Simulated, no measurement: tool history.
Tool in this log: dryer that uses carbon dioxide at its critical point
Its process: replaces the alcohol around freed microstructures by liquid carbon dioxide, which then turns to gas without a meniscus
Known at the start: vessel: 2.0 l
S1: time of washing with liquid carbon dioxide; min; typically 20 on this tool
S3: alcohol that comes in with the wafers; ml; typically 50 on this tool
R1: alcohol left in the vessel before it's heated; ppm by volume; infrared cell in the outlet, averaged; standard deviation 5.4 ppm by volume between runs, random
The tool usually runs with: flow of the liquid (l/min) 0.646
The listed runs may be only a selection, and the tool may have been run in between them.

run 1 day=0.000 | S1=20 flow_of_the_liquid_(l/min)=0.646 S3=50 | R1=310
run 2 day=1.329 | S1=20 flow_of_the_liquid_(l/min)=0.646 S3=50 | R1=338
-- day=1.471 inlet filter changed
run 3 day=3.496 | S1=20 flow_of_the_liquid_(l/min)=0.632 S3=50 | R1=213
run 4 day=4.712 | S1=20 flow_of_the_liquid_(l/min)=0.632 S3=50 | R1=217
run 5 day=6.867 | S1=20 flow_of_the_liquid_(l/min)=0.390 S3=50 | R1=1208
run 6 day=8.829 | S1=20 flow_of_the_liquid_(l/min)=0.390 S3=56 | R1=1400
run 7 day=10.746 | S1=20 flow_of_the_liquid_(l/min)=0.390 S3=56 | R1=1455
run 8 day=11.846 | S1=20 flow_of_the_liquid_(l/min)=0.390 S3=56 | R1=1482
run 9 day=13.658 | S1=20 flow_of_the_liquid_(l/min)=0.390 S3=56 | R1=1559
run 10 day=14.608 | S1=20 flow_of_the_liquid_(l/min)=0.646 S3=71 | R1=375
run 11 day=16.229 | S1=20 flow_of_the_liquid_(l/min)=0.646 S3=71 | R1=393
run 12 day=17.275 | S1=13 flow_of_the_liquid_(l/min)=0.646 S3=50 | R1=1302
run 13 day=18.217 | S1=20 flow_of_the_liquid_(l/min)=0.646 S3=50 | R1=305
run 14 day=19.654 | S1=20 flow_of_the_liquid_(l/min)=0.646 S3=50 | R1=327
run 15 day=20.846 | S1=20 flow_of_the_liquid_(l/min)=0.646 S3=50 | R1=351
-- day=22.608 inlet filter changed
run 16 day=22.608 | S1=21 flow_of_the_liquid_(l/min)=0.646 S3=50 | R1=168
run 17 day=24.008 | S1=21 flow_of_the_liquid_(l/min)=0.646 S3=50 | R1=178
run 18 day=25.046 | S1=14 flow_of_the_liquid_(l/min)=0.762 S3=46 | R1=437
run 19 day=26.938 | S1=20 flow_of_the_liquid_(l/min)=0.695 S3=57 | R1=211
run 20 day=28.588 | S1=20 flow_of_the_liquid_(l/min)=0.695 S3=57 | R1=213
run 21 day=30.262 | S1=20 flow_of_the_liquid_(l/min)=0.695 S3=57 | R1=224
run 22 day=31.192 | S1=20 flow_of_the_liquid_(l/min)=0.478 S3=57 | R1=814
run 23 day=33.362 | S1=30 flow_of_the_liquid_(l/min)=1.050 S3=50 | R1=93
run 24 day=34.692 | S1=14 flow_of_the_liquid_(l/min)=0.652 S3=105 | R1=1841
run 25 day=36.533 | S1=14 flow_of_the_liquid_(l/min)=0.652 S3=105 | R1=1982
run 26 day=38.338 | S1=25 flow_of_the_liquid_(l/min)=0.839 S3=74 | R1=116
run 27 day=39.421 | S1=14 flow_of_the_liquid_(l/min)=0.404 S3=74 | R1=4812
run 28 day=41.642 | S1=22 flow_of_the_liquid_(l/min)=1.059 S3=74 | R1=112
run 29 day=42.662 | S1=21 flow_of_the_liquid_(l/min)=0.646 S3=50 | R1=322

Some steps in R1 between neighbouring runs. How much of each would the tool show without its hidden state too (settings, what came in, random variation), and how much is left for the hidden state, with any gauge scatter that isn't in both results?
Hidden state at play: flow that reaches the vessel past the clogged filter, %; alcohol in the recycled carbon dioxide, ppm; drift of the gauge itself on alcohol_ppm, %.
Run 26 -> 27: S1 25 -> 14, flow of the liquid (l/min) 0.839 -> 0.404. R1 +4696 ppm by volume: hidden state +1120, all else +3576.
Run 27 -> 28: S1 14 -> 22, flow of the liquid (l/min) 0.404 -> 1.059. R1 -4700 ppm by volume: hidden state -1117, all else -3583.
